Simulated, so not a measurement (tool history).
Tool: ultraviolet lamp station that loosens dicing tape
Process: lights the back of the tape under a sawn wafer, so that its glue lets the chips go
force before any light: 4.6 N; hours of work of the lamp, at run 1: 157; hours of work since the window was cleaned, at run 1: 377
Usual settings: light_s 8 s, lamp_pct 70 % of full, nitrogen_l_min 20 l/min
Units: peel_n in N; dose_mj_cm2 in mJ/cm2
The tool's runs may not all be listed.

run	day	light_s	lamp_pct	nitrogen_l_min	hours of work of the lamp	hours of work since the window was cleaned	peel_n	dose_mj_cm2
1	0.000	8	70	20	157	377	0.292	342
2	1.058	8	62	20	169	389	0.375	304
3	1.838	8	62	20	179	399	0.356	301
4	2.900	8	62	20	191	411	0.378	301
5	3.654	8	62	20	200	420	0.365	293
6	4.246	8	70	15	207	427	0.354	340
7	5.583	8	70	15	223	443	0.372	330
8	6.250	8	70	15	231	451	0.392	329
9	6.921	8	70	7	239	459	0.617	327
10	7.533	8	84	20	246	466	0.241	395
11	8.229	9	70	20	254	474	0.259	366
12	9.150	9	70	20	265	485	0.269	363
13	10.512	9	70	20	281	501	0.285	366
14	11.308	8	70	20	291	511	0.336	322
15	12.008	8	70	20	299	519	0.343	315
16	13.346	8	94	20	315	535	0.227	423
17	14.504	8	70	20	329	549	0.363	308
18	15.808	5	70	20	344	564	0.776	193
19	16.729	8	70	20	355	575	0.360	304
20	17.933	8	70	28	369	589	0.290	305
# day 18.071: window cleaned of glue's vapour
21	19.121	8	70	28	383	12	0.366	266
22	20.308	8	70	28	397	27	0.361	269
23	20.988	8	70	28	405	35	0.384	270
# day 21.692: window cleaned of glue's vapour, once more
24	21.942	8	70	28	416	3	0.259	345
25	22.633	5	61	10	425	11	1.147	188
26	23.875	7	63	9	439	26	0.710	265
27	24.462	7	63	30	446	33	0.353	268
28	25.288	8	94	9	456	43	0.325	453
29	25.958	15	70	20	464	51	0.182	630
30	26.992	7	70	12	476	63	0.545	293
31	28.042	6	70	20	489	75	0.507	250
32	29.292	6	70	20	504	90	0.509	247
33	29.925	6	79	20	511	98	0.427	277
34	30.938	9	64	12	523	110	0.426	331
35	31.642	9	71	8	532	118	0.489	366
36	32.567	8	70	36	542	129	0.247	319
37	33.712	8	95	19	556	143	0.224	427
38	34.938	6	95	16	571	157	0.378	321
39	35.675	6	73	16	579	166	0.605	241
40	36.283	8	70	9	587	173	0.570	312
41	37.300	7	70	13	599	185	0.575	270
42	38.262	6	96	8	610	197	0.601	315
43	39.196	6	96	8	621	208	0.639	315

Hidden state at the last listed run before each entry between runs and at the first one after, where it differs:
Between runs 20 and 21: window cleaned of glue's vapour (day 18.071)
  lamp's light, % of a new lamp's: 87.5 -> 87.1; light that the window lets through, % of a clean one's: 85.6 -> 76.4
  measured less the result without the state, peel_n: +0.093 -> +0.160 N; dose_mj_cm2: -102 -> -135 mJ/cm2
Between runs 23 and 24: window cleaned of glue's vapour, once more (day 21.692)
  lamp's light, % of a new lamp's: 86.5 -> 86.1; light that the window lets through, % of a clean one's: 75.9 -> 98.9
  measured less the result without the state, peel_n: +0.172 -> +0.043 N; dose_mj_cm2: -140 -> -60 mJ/cm2
